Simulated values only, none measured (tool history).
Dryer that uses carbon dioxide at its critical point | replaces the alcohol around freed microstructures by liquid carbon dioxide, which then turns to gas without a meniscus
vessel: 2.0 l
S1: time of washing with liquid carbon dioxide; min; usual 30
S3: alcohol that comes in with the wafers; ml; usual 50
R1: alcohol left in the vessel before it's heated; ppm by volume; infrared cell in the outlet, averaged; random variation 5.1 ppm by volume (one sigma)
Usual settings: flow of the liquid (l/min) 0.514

Run 1, day 0: usual settings. Result: R1 149 ppm by volume.
Run 2, day 1.292: usual settings. Result: R1 152 ppm by volume.
Run 3, day 2.45: usual settings. Result: R1 152 ppm by volume.
Run 4, day 3.646: usual settings. Result: R1 180 ppm by volume.
Run 5, day 5.025: usual settings. Result: R1 187 ppm by volume.
Run 6, day 6.492: usual settings. Result: R1 188 ppm by volume.
Run 7, day 7.696: usual settings but flow of the liquid (l/min) 0.327. Result: R1 834 ppm by volume.
Run 8, day 8.871: usual settings but flow of the liquid (l/min) 0.327. Result: R1 838 ppm by volume.
At day 10.788: inlet filter changed.
Run 9, day 10.788: usual settings but flow of the liquid (l/min) 0.674. Result: R1 108 ppm by volume.
Run 10, day 12.583: usual settings but flow of the liquid (l/min) 0.674. Result: R1 117 ppm by volume.
Run 11, day 13.917: usual settings but flow of the liquid (l/min) 0.674. Result: R1 127 ppm by volume.
Run 12, day 15.296: usual settings but flow of the liquid (l/min) 0.674. Result: R1 126 ppm by volume.
Run 13, day 16.525: usual settings. Result: R1 182 ppm by volume.
Run 14, day 17.771: usual settings. Result: R1 190 ppm by volume.
Run 15, day 19.592: usual settings. Result: R1 202 ppm by volume.
Run 16, day 21.192: usual settings. Result: R1 210 ppm by volume.
Run 17, day 23.038: usual settings. Result: R1 218 ppm by volume.
Run 18, day 23.862: usual settings but flow of the liquid (l/min) 0.391. Result: R1 466 ppm by volume.
Run 19, day 25.425: usual settings but flow of the liquid (l/min) 0.402. Result: R1 418 ppm by volume.
Run 20, day 26.362: usual settings but flow of the liquid (l/min) 0.402. Result: R1 432 ppm by volume.
Run 21, day 27.542: usual settings but flow of the liquid (l/min) 0.402. Result: R1 451 ppm by volume.
Run 22, day 28.929: usual settings but flow of the liquid (l/min) 0.402. Result: R1 461 ppm by volume.
Run 23, day 29.796: usual settings. Result: R1 250 ppm by volume.
Run 24, day 30.875: usual settings but S1 22 min. Result: R1 542 ppm by volume.
Run 25, day 31.754: usual settings but S1 22 min. Result: R1 557 ppm by volume.
Run 26, day 32.612: usual settings but S1 23 min, flow of the liquid (l/min) 0.496. Result: R1 561 ppm by volume.
Run 27, day 34.042: usual settings but flow of the liquid (l/min) 0.813, S3 27 ml. Result: R1 183 ppm by volume.
Run 28, day 35.25: usual settings but S1 41 min, flow of the liquid (l/min) 0.32, S3 37 ml. Result: R1 350 ppm by volume.
Run 29, day 37.038: usual settings but S1 18 min, flow of the liquid (l/min) 0.679, S3 53 ml. Result: R1 523 ppm by volume.
Run 30, day 37.842: usual settings but S1 31 min, flow of the liquid (l/min) 0.679, S3 59 ml. Result: R1 216 ppm by volume.
Run 31, day 39.696: usual settings but S1 31 min, flow of the liquid (l/min) 0.679, S3 59 ml. Result: R1 213 ppm by volume.
Run 32, day 41.567: usual settings but S1 31 min, flow of the liquid (l/min) 0.679, S3 59 ml. Result: R1 228 ppm by volume.
Run 33, day 42.404: usual settings but S1 23 min, flow of the liquid (l/min) 0.472. Result: R1 731 ppm by volume.
At day 42.783: inlet filter changed.
Run 34, day 44.229: usual settings but S1 40 min, flow of the liquid (l/min) 0.402, S3 117 ml. Result: R1 342 ppm by volume.
Run 35, day 45.175: usual settings but S1 40 min, flow of the liquid (l/min) 0.402, S3 117 ml. Result: R1 345 ppm by volume.
Run 36, day 46.658: usual settings but S1 40 min, flow of the liquid (l/min) 0.402, S3 117 ml. Result: R1 343 ppm by volume.
Run 37, day 48.208: usual settings but S1 21 min, flow of the liquid (l/min) 0.335, S3 41 ml. Result: R1 1579 ppm by volume.
Run 38, day 49.412: usual settings but S1 43 min, flow of the liquid (l/min) 0.343, S3 42 ml. Result: R1 315 ppm by volume.
Run 39, day 50.788: usual settings but flow of the liquid (l/min) 0.675. Result: R1 243 ppm by volume.
At day 52.404: purifier's bed changed.
Run 40, day 52.8: usual settings but S1 26 min, flow of the liquid (l/min) 0.53, S3 45 ml. Result: R1 119 ppm by volume.
Run 41, day 53.867: usual settings but S1 40 min, flow of the liquid (l/min) 0.38. Result: R1 93 ppm by volume.
Run 42, day 55.458: usual settings but S1 25 min, flow of the liquid (l/min) 0.39. Result: R1 632 ppm by volume.
Run 43, day 56.383: usual settings but S1 27 min, flow of the liquid (l/min) 0.311, S3 101 ml. Result: R1 2168 ppm by volume.
Run 44, day 57.767: usual settings but S1 27 min, flow of the liquid (l/min) 0.311, S3 101 ml. Result: R1 2156 ppm by volume.
Run 45, day 59.296: usual settings but S1 27 min, flow of the liquid (l/min) 0.311, S3 101 ml. Result: R1 2284 ppm by volume.
Run 46, day 60.225: usual settings but S3 29 ml. Result: R1 73 ppm by volume.
Run 47, day 61.225: usual settings but S1 27 min, flow of the liquid (l/min) 0.655, S3 37 ml. Result: R1 47 ppm by volume.

Some steps in R1 between neighbouring runs. How much of each would the tool show without its hidden state too (settings, what came in, random variation), and how much is left for the hidden state, with any gauge scatter that isn't in both results?
The hidden state here: flow that reaches the vessel past the clogged filter, %; alcohol in the recycled carbon dioxide, ppm; drift of the gauge itself on alcohol_ppm, %.
Run 8 -> 9: flow of the liquid (l/min) 0.327 -> 0.674, inlet filter changed. R1 -730 ppm by volume: hidden state -242, all else -488.
Run 37 -> 38: S1 21 -> 43, flow of the liquid (l/min) 0.335 -> 0.343, S3 41 -> 42. R1 -1264 ppm by volume: hidden state -68, all else -1196.
Run 42 -> 43: S1 25 -> 27, flow of the liquid (l/min) 0.39 -> 0.311, S3 50 -> 101. R1 +1536 ppm by volume: hidden state +239, all else +1297.
Run 45 -> 46: S1 27 -> 30, flow of the liquid (l/min) 0.311 -> 0.514, S3 101 -> 29. R1 -2211 ppm by volume: hidden state -403, all else -1808.

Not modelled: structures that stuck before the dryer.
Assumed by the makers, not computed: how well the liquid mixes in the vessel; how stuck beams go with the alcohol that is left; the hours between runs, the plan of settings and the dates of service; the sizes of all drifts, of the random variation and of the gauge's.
